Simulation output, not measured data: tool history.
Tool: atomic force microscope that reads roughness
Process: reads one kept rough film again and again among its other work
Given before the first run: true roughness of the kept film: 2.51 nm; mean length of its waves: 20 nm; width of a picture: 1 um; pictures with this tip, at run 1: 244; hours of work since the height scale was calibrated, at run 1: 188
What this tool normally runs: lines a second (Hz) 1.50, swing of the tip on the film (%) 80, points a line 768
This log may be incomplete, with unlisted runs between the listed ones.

run	hour	lines a second (Hz)	swing of the tip on the film (%)	points a line	pictures with this tip	hours of work since the height scale was calibrated	roughness of the kept film (nm (root mean square))
1	0.0	1.50	80	768	244	188	1.914
2	12.5	1.50	80	768	263	197	1.900
# hour 22.2: new tip fitted
3	28.2	1.50	86	768	9	208	1.853
4	45.1	1.50	86	768	35	221	1.848
5	61.5	1.50	86	768	60	232	1.838
6	69.0	0.53	86	768	71	238	2.023
7	79.7	0.53	67	797	88	245	2.094
8	88.6	0.53	67	797	102	252	2.089
9	106.2	0.53	67	432	129	264	2.061
10	114.9	0.53	77	574	142	271	2.050
11	123.8	0.53	77	574	156	277	2.042

Consider 4 possible next runs. They are alternatives, not a sequence: every one starts from the tool as it was left by run 11. What does each give?
A	134.5	0.53	84	574	172	285	?
B	134.5	0.53	68	410	172	285	?
C	134.5	1.03	80	768	172	285	?
D	134.5	0.85	75	776	172	285	?

run	roughness of the kept film (nm (root mean square))
A	2.006
B	2.060
C	1.975
D	2.022
Without the tool's hidden state the same runs would have given:
run	roughness of the kept film (nm (root mean square))
A	2.011
B	2.066
C	1.980
D	2.027
